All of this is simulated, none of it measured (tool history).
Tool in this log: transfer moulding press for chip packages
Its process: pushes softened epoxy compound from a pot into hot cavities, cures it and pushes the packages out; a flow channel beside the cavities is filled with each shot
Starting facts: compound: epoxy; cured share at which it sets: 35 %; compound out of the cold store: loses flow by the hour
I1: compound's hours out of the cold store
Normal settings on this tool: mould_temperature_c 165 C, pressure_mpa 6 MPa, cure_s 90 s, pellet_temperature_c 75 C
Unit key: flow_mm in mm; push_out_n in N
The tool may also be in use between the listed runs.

{"run": 1, "hour": 0.0, "mould_temperature_c": 165, "pressure_mpa": 6, "cure_s": 90, "pellet_temperature_c": 75, "I1": 21.8, "flow_mm": 787, "push_out_n": 675}
{"run": 2, "hour": 14.3, "mould_temperature_c": 165, "pressure_mpa": 6, "cure_s": 90, "pellet_temperature_c": 75, "I1": 10.9, "flow_mm": 834, "push_out_n": 721}
{"run": 3, "hour": 29.2, "mould_temperature_c": 165, "pressure_mpa": 6, "cure_s": 90, "pellet_temperature_c": 75, "I1": 30.9, "flow_mm": 748, "push_out_n": 716}
{"run": 4, "hour": 37.6, "mould_temperature_c": 165, "pressure_mpa": 6, "cure_s": 90, "pellet_temperature_c": 75, "I1": 28, "flow_mm": 760, "push_out_n": 740}
{"run": 5, "hour": 49.9, "mould_temperature_c": 165, "pressure_mpa": 6, "cure_s": 90, "pellet_temperature_c": 75, "I1": 24.1, "flow_mm": 775, "push_out_n": 581}
{"run": 6, "hour": 60.9, "mould_temperature_c": 172, "pressure_mpa": 6, "cure_s": 90, "pellet_temperature_c": 75, "I1": 12.3, "flow_mm": 818, "push_out_n": 464}
{"run": 7, "hour": 74.5, "mould_temperature_c": 165, "pressure_mpa": 6, "cure_s": 90, "pellet_temperature_c": 75, "I1": 17.8, "flow_mm": 832, "push_out_n": 691}
{"run": 8, "hour": 85.1, "mould_temperature_c": 165, "pressure_mpa": 6, "cure_s": 90, "pellet_temperature_c": 75, "I1": 33.6, "flow_mm": 764, "push_out_n": 658}
{"run": 9, "hour": 94.1, "mould_temperature_c": 161, "pressure_mpa": 6, "cure_s": 90, "pellet_temperature_c": 75, "I1": 9.1, "flow_mm": 894, "push_out_n": 1041}
{"run": 10, "hour": 105.0, "mould_temperature_c": 161, "pressure_mpa": 6, "cure_s": 90, "pellet_temperature_c": 75, "I1": 21.7, "flow_mm": 833, "push_out_n": 1030}
{"run": 11, "hour": 114.3, "mould_temperature_c": 173, "pressure_mpa": 6, "cure_s": 90, "pellet_temperature_c": 75, "I1": 39.5, "flow_mm": 710, "push_out_n": 539}
{"run": 12, "hour": 128.6, "mould_temperature_c": 173, "pressure_mpa": 6, "cure_s": 90, "pellet_temperature_c": 82, "I1": 46.9, "flow_mm": 680, "push_out_n": 423}
{"run": 13, "hour": 137.8, "mould_temperature_c": 165, "pressure_mpa": 6, "cure_s": 90, "pellet_temperature_c": 74, "I1": 35, "flow_mm": 753, "push_out_n": 605}
{"run": 14, "hour": 152.9, "mould_temperature_c": 165, "pressure_mpa": 6, "cure_s": 90, "pellet_temperature_c": 74, "I1": 22.2, "flow_mm": 810, "push_out_n": 657}
{"run": 15, "hour": 165.7, "mould_temperature_c": 165, "pressure_mpa": 6, "cure_s": 90, "pellet_temperature_c": 74, "I1": 15.5, "flow_mm": 833, "push_out_n": 736}
{"run": 16, "hour": 183.0, "mould_temperature_c": 161, "pressure_mpa": 6.77, "cure_s": 94, "pellet_temperature_c": 75, "I1": 15.8, "flow_mm": 905, "push_out_n": 970}
{"run": 17, "hour": 200.8, "mould_temperature_c": 167, "pressure_mpa": 4.87, "cure_s": 98, "pellet_temperature_c": 68, "I1": 19.7, "flow_mm": 725, "push_out_n": 457}
{"run": 18, "hour": 209.4, "mould_temperature_c": 165, "pressure_mpa": 4.95, "cure_s": 115, "pellet_temperature_c": 66, "I1": 26.1, "flow_mm": 715, "push_out_n": 448}
{"run": 19, "hour": 216.8, "mould_temperature_c": 165, "pressure_mpa": 4.95, "cure_s": 115, "pellet_temperature_c": 66, "I1": 15.7, "flow_mm": 757, "push_out_n": 493}
{"run": 20, "hour": 231.0, "mould_temperature_c": 167, "pressure_mpa": 5.94, "cure_s": 121, "pellet_temperature_c": 83, "I1": 44.8, "flow_mm": 699, "push_out_n": 490}
{"run": 21, "hour": 238.9, "mould_temperature_c": 169, "pressure_mpa": 6, "cure_s": 114, "pellet_temperature_c": 75, "I1": 41.9, "flow_mm": 703, "push_out_n": 501}
{"run": 22, "hour": 256.4, "mould_temperature_c": 171, "pressure_mpa": 6, "cure_s": 114, "pellet_temperature_c": 78, "I1": 10.8, "flow_mm": 817, "push_out_n": 510}
{"run": 23, "hour": 267.1, "mould_temperature_c": 169, "pressure_mpa": 6, "cure_s": 114, "pellet_temperature_c": 66, "I1": 43.2, "flow_mm": 701, "push_out_n": 551}
{"run": 24, "hour": 281.8, "mould_temperature_c": 157, "pressure_mpa": 5.89, "cure_s": 90, "pellet_temperature_c": 75, "I1": 45.3, "flow_mm": 744, "push_out_n": 1016}
{"run": 25, "hour": 293.8, "mould_temperature_c": 157, "pressure_mpa": 5.89, "cure_s": 90, "pellet_temperature_c": 75, "I1": 13.5, "flow_mm": 871, "push_out_n": 1298}
{"run": 26, "hour": 310.5, "mould_temperature_c": 157, "pressure_mpa": 5.89, "cure_s": 90, "pellet_temperature_c": 75, "I1": 31, "flow_mm": 794, "push_out_n": 1283}
{"run": 27, "hour": 327.1, "mould_temperature_c": 165, "pressure_mpa": 6, "cure_s": 90, "pellet_temperature_c": 65, "I1": 13.5, "flow_mm": 835, "push_out_n": 800}
{"run": 28, "hour": 338.2, "mould_temperature_c": 165, "pressure_mpa": 6, "cure_s": 90, "pellet_temperature_c": 65, "I1": 19.6, "flow_mm": 805, "push_out_n": 799}

Withheld: 5 entries from between the runs. Position of each, and hidden state at the listed run before versus the listed run after:
Runs 4 to 5: cavities cleaned with cleaning compound and waxed (hour 41.2)
  true mould temperature over the reading, C: -1.15 -> -1.17; pressure that reaches the compound, % of what is set: 92.76 -> 92.57; grip of the stained cavities, % over clean ones': 37.6 -> 9.3
  measured less the result without the state, flow_mm: -24 -> -25 mm; push_out_n: +239 -> +88 N
Runs 5 to 6: plunger's sealing rings changed (hour 59.7)
  true mould temperature over the reading, C: -1.17 -> -1.18; pressure that reaches the compound, % of what is set: 92.57 -> 99.46; grip of the stained cavities, % over clean ones': 9.3 -> 16
  measured less the result without the state, flow_mm: -25 -> +3 mm; push_out_n: +88 -> +72 N
Runs 11 to 12: cavities cleaned with cleaning compound and waxed (hour 121.1)
  true mould temperature over the reading, C: -1.27 -> -1.3; pressure that reaches the compound, % of what is set: 98.55 -> 98.33; grip of the stained cavities, % over clean ones': 38.6 -> 7.5
  measured less the result without the state, flow_mm: +0 -> -1 mm; push_out_n: +157 -> +34 N
Runs 16 to 17: cavities cleaned with cleaning compound and waxed (hour 198.6)
  true mould temperature over the reading, C: -1.39 -> -1.42; pressure that reaches the compound, % of what is set: 97.41 -> 97.14; grip of the stained cavities, % over clean ones': 36 -> 4.6
  measured less the result without the state, flow_mm: -3 -> -5 mm; push_out_n: +336 -> +40 N
Runs 23 to 24: cavities cleaned with cleaning compound and waxed (hour 275.3)
  true mould temperature over the reading, C: -1.53 -> -1.55; pressure that reaches the compound, % of what is set: 96.03 -> 95.81; grip of the stained cavities, % over clean ones': 38.7 -> 9.3
  measured less the result without the state, flow_mm: -8 -> -8 mm; push_out_n: +158 -> +195 N
